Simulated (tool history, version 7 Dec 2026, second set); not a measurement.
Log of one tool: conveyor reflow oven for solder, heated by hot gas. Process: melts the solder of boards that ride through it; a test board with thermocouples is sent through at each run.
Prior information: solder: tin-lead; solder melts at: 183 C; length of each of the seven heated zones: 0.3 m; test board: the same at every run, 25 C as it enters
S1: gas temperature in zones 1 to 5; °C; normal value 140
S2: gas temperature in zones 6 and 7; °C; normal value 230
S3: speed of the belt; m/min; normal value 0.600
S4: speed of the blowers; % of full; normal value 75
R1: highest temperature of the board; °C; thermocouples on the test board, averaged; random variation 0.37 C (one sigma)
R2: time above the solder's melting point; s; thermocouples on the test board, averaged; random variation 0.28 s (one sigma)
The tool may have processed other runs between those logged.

run	hour	S1	S2	S3	S4	R1	R2
1	0.0	140	230	0.600	75	211.5	42.3
2	19.3	140	230	0.600	75	212.4	42.2
3	49.1	140	230	0.600	75	211.4	42.1
4	61.9	140	230	0.600	75	211.6	42.1
5	75.5	140	230	0.600	75	211.2	41.8
6	95.8	140	230	0.704	75	205.7	30.8
7	117.5	140	230	0.704	75	205.7	30.9
8	148.0	140	230	0.704	75	205.4	30.8
9	164.3	140	230	0.600	75	211.2	41.5
10	182.6	140	243	0.600	75	221.3	48.1
11	196.7	140	230	0.600	67	208.2	39.1
12	224.3	140	230	0.600	75	210.7	41.2
# hour 243.3: flux residue cleaned out of gas plates and filters
# hour 255.2: belt drive overhauled, speed set with a stopwatch
13	260.7	140	230	0.600	75	210.0	39.2
14	286.1	140	230	0.600	75	209.0	39.0
# hour 296.4: flux residue cleaned out of gas plates and filters, once more
15	305.0	140	230	0.600	75	211.2	40.9
16	329.5	140	230	0.600	55	203.5	32.8
17	359.2	140	230	0.637	60	203.4	30.4
18	384.9	128	230	0.627	60	200.4	25.6
19	399.5	128	230	0.627	60	199.8	25.6
20	416.6	134	243	0.689	70	211.7	33.8
21	439.2	140	222	0.491	84	211.0	52.3
22	468.8	140	220	0.662	51	188.6	11.3
23	494.3	141	220	0.655	67	197.4	23.8
24	515.9	141	218	0.655	67	195.0	21.7
25	539.8	140	230	0.600	67	207.2	37.2
# hour 548.5: flux residue cleaned out of gas plates and filters
26	558.6	140	230	0.600	67	207.8	38.8
27	578.8	142	230	0.500	75	216.3	55.7
28	602.1	142	236	0.500	70	219.9	58.7
29	619.8	142	220	0.551	70	203.6	39.5
30	636.3	126	228	0.600	85	209.6	37.0
31	651.2	140	230	0.686	56	198.1	22.0
32	676.5	140	230	0.686	56	197.6	21.9

Each row is a separate what-if for the run after 32, all from the same tool condition, not one after another. Results?
A	700.4	140	243	0.576	61	?	?
B	700.4	140	230	0.651	56	?	?
C	700.4	138	230	0.512	74	?	?

run	R1	R2
A	217.9	46.5
B	199.5	26.1
C	214.2	51.7
The same runs, with their run-to-run variation unchanged, on a tool lacking any hidden condition would have given:
run	R1	R2
A	220.0	47.5
B	201.4	27.9
C	216.4	53.0

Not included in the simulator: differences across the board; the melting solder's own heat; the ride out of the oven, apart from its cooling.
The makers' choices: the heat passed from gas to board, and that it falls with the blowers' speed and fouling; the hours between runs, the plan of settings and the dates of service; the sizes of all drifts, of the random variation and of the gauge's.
